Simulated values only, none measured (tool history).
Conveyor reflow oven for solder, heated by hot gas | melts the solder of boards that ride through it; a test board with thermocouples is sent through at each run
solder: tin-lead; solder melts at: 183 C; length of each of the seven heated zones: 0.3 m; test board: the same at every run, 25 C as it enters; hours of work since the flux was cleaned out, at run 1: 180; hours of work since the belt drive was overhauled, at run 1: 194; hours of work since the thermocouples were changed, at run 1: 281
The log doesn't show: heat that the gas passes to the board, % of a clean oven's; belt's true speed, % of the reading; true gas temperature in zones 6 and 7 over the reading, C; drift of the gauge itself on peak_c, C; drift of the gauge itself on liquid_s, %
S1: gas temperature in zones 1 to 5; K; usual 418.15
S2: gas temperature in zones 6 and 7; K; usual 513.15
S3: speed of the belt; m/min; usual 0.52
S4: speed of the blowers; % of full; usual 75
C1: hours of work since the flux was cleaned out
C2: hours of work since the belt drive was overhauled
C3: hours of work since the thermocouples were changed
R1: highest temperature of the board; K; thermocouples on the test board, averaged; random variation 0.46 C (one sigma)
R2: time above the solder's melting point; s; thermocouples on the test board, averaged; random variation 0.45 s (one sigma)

run 1 day=0 | S1=418.15 S2=513.15 S3=0.52 S4=75 | C1=180 C2=194 C3=281 | R1=494.65 R2=57.1
run 2 day=0.692 | S1=418.15 S2=513.15 S3=0.52 S4=75 | C1=188 C2=202 C3=288 | R1=494.75 R2=56.6
run 3 day=1.175 | S1=418.15 S2=513.15 S3=0.52 S4=75 | C1=193 C2=207 C3=294 | R1=495.15 R2=56.8
run 4 day=1.608 | S1=418.15 S2=513.15 S3=0.52 S4=75 | C1=198 C2=212 C3=299 | R1=493.85 R2=56.7
run 5 day=2.325 | S1=418.15 S2=513.15 S3=0.566 S4=75 | C1=206 C2=220 C3=307 | R1=491.65 R2=50.6
run 6 day=2.721 | S1=418.15 S2=527.15 S3=0.52 S4=75 | C1=210 C2=225 C3=311 | R1=506.15 R2=63
-- day=3 flux residue cleaned out of gas plates and filters
run 7 day=3.338 | S1=418.15 S2=527.15 S3=0.52 S4=85 | C1=4 C2=229 C3=316 | R1=505.85 R2=62.8
run 8 day=4.125 | S1=418.15 S2=527.15 S3=0.52 S4=85 | C1=13 C2=238 C3=324 | R1=505.35 R2=63.3
run 9 day=4.596 | S1=416.15 S2=514.15 S3=0.515 S4=77 | C1=18 C2=243 C3=330 | R1=492.65 R2=56.4
run 10 day=4.988 | S1=406.15 S2=522.15 S3=0.482 S4=51 | C1=22 C2=247 C3=334 | R1=493.85 R2=56.8
run 11 day=5.683 | S1=419.15 S2=518.15 S3=0.423 S4=51 | C1=30 C2=255 C3=342 | R1=499.15 R2=74.9

The same runs without the tool's hidden state, with the same run-to-run variation:
run=1 R1=496.65 R2=58.2
run=2 R1=496.75 R2=57.7
run=3 R1=497.25 R2=58
run=4 R1=496.05 R2=57.8
run=5 R1=494.05 R2=52.1
run=6 R1=508.65 R2=63.6
run=7 R1=510.75 R2=64.5
run=8 R1=510.45 R2=65.1
run=9 R1=497.25 R2=59.3
run=10 R1=498.15 R2=59.8
run=11 R1=502.35 R2=76.6

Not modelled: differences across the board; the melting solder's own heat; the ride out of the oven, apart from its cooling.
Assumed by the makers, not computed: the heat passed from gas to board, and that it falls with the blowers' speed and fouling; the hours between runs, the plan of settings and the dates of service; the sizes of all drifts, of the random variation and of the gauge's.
